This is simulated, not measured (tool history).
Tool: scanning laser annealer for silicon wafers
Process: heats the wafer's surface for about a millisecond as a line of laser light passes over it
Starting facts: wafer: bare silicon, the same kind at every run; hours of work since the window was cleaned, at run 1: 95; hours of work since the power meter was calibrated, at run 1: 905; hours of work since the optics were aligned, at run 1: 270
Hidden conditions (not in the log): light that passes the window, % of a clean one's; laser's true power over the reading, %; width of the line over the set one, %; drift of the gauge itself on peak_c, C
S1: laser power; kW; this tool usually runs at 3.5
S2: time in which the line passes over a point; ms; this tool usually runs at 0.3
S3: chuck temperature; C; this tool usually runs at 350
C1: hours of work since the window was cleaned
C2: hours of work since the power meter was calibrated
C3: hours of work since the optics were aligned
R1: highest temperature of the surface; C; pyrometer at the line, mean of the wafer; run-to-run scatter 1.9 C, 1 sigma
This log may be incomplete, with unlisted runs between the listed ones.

| run | hour | S1 | S2 | S3 | C1 | C2 | C3 | R1 |
|---|---|---|---|---|---|---|---|---|
| 1 | 0 | 3.5 | 0.3 | 350 | 95 | 905 | 270 | 1109 |
| 2 | 36.2 | 3.5 | 0.3 | 350 | 122 | 932 | 296 | 1105 |
| 3 | 66.8 | 3.5 | 0.3 | 350 | 144 | 954 | 318 | 1103 |
| 4 | 116.7 | 3.5 | 0.3 | 350 | 180 | 990 | 355 | 1103 |
| 5 | 149 | 3.5 | 0.3 | 383 | 204 | 1014 | 378 | 1135 |
| 6 | 202.6 | 3.5 | 0.3 | 383 | 243 | 1053 | 417 | 1127 |
| 7 | 255.4 | 3.5 | 0.237 | 383 | 281 | 1091 | 456 | 1030 |
| 8 | 302 | 3.5 | 0.3 | 350 | 315 | 1125 | 490 | 1090 |
| 9 | 337.9 | 3.5 | 0.3 | 350 | 342 | 1151 | 516 | 1090 |
| 10 | 380.7 | 3.5 | 0.3 | 350 | 373 | 1183 | 547 | 1082 |
| 11 | 433.8 | 3.5 | 0.243 | 350 | 411 | 1221 | 586 | 1000 |
| 12 | 459.9 | 3.5 | 0.243 | 350 | 431 | 1240 | 605 | 995 |
| 13 | 489.2 | 3.133 | 0.3 | 350 | 452 | 1262 | 626 | 997 |
| 14 | 511.8 | 3.133 | 0.3 | 350 | 468 | 1278 | 643 | 996 |
| 15 | 557.3 | 3.133 | 0.3 | 350 | 502 | 1311 | 676 | 993 |
| 16 | 598 | 3.133 | 0.3 | 350 | 531 | 1341 | 705 | 990 |
| 17 | 650.7 | 3.133 | 0.3 | 350 | 570 | 1379 | 744 | 991 |
| 18 | 698.7 | 3.346 | 0.3 | 350 | 605 | 1414 | 779 | 1029 |
|  | 724.6 | window over the wafer cleaned |
| 19 | 750 | 3.5 | 0.262 | 350 | 19 | 1450 | 815 | 997 |
| 20 | 803.5 | 3.5 | 0.262 | 350 | 57 | 1489 | 854 | 995 |
| 21 | 848.4 | 3.387 | 0.378 | 329 | 90 | 1522 | 886 | 1098 |
| 22 | 874.5 | 3.387 | 0.378 | 329 | 109 | 1541 | 905 | 1098 |
| 23 | 926.3 | 3.5 | 0.228 | 350 | 147 | 1579 | 943 | 937 |
|  | 955.8 | window over the wafer cleaned, once more |
| 24 | 971.7 | 3.5 | 0.228 | 350 | 12 | 1610 | 975 | 997 |
| 25 | 999.3 | 3.212 | 0.268 | 372 | 32 | 1631 | 995 | 1020 |
| 26 | 1045.1 | 3.212 | 0.353 | 372 | 65 | 1664 | 1028 | 1135 |
| 27 | 1089.5 | 3.212 | 0.353 | 350 | 97 | 1696 | 1061 | 1111 |
| 28 | 1136.2 | 3.701 | 0.249 | 374 | 132 | 1730 | 1095 | 1092 |
| 29 | 1179 | 3.094 | 0.3 | 356 | 163 | 1761 | 1126 | 1015 |
| 30 | 1209.3 | 3.094 | 0.3 | 388 | 185 | 1784 | 1148 | 1046 |
| 31 | 1241 | 3.363 | 0.3 | 319 | 208 | 1807 | 1171 | 1039 |
| 32 | 1281.4 | 3.757 | 0.3 | 350 | 237 | 1836 | 1200 | 1155 |
| 33 | 1330.7 | 3.757 | 0.3 | 350 | 273 | 1872 | 1236 | 1155 |
| 34 | 1384 | 3.757 | 0.3 | 350 | 312 | 1911 | 1275 | 1146 |
| 35 | 1432.6 | 3.5 | 0.3 | 367 | 348 | 1946 | 1311 | 1103 |
| 36 | 1470 | 3.206 | 0.353 | 350 | 375 | 1974 | 1338 | 1083 |
| 37 | 1494 | 3.5 | 0.291 | 334 | 392 | 1991 | 1355 | 1052 |
| 38 | 1528.3 | 3.5 | 0.234 | 321 | 417 | 2016 | 1380 | 951 |
| 39 | 1581.2 | 3.299 | 0.3 | 350 | 456 | 2055 | 1419 | 1031 |
| 40 | 1620.9 | 3.832 | 0.3 | 376 | 485 | 2084 | 1448 | 1176 |

Each row is a separate what-if for the run after 40, all from the same tool condition, not one after another. Results?
| A | 1655.6 | 2.999 | 0.367 | 350 | 510 | 2109 | 1473 | ? |
| B | 1655.6 | 3.5 | 0.3 | 359 | 510 | 2109 | 1473 | ? |
| C | 1655.6 | 3.5 | 0.3 | 327 | 510 | 2109 | 1473 | ? |
| D | 1655.6 | 3.63 | 0.25 | 327 | 510 | 2109 | 1473 | ? |
| E | 1655.6 | 3.654 | 0.3 | 376 | 510 | 2109 | 1473 | ? |

| run | R1 |
|---|---|
| A | 1041 |
| B | 1083 |
| C | 1046 |
| D | 999 |
| E | 1135 |
Without the tool's hidden state the same runs would have given:
| run | R1 |
|---|---|
| A | 1084 |
| B | 1128 |
| C | 1091 |
| D | 1041 |
| E | 1182 |
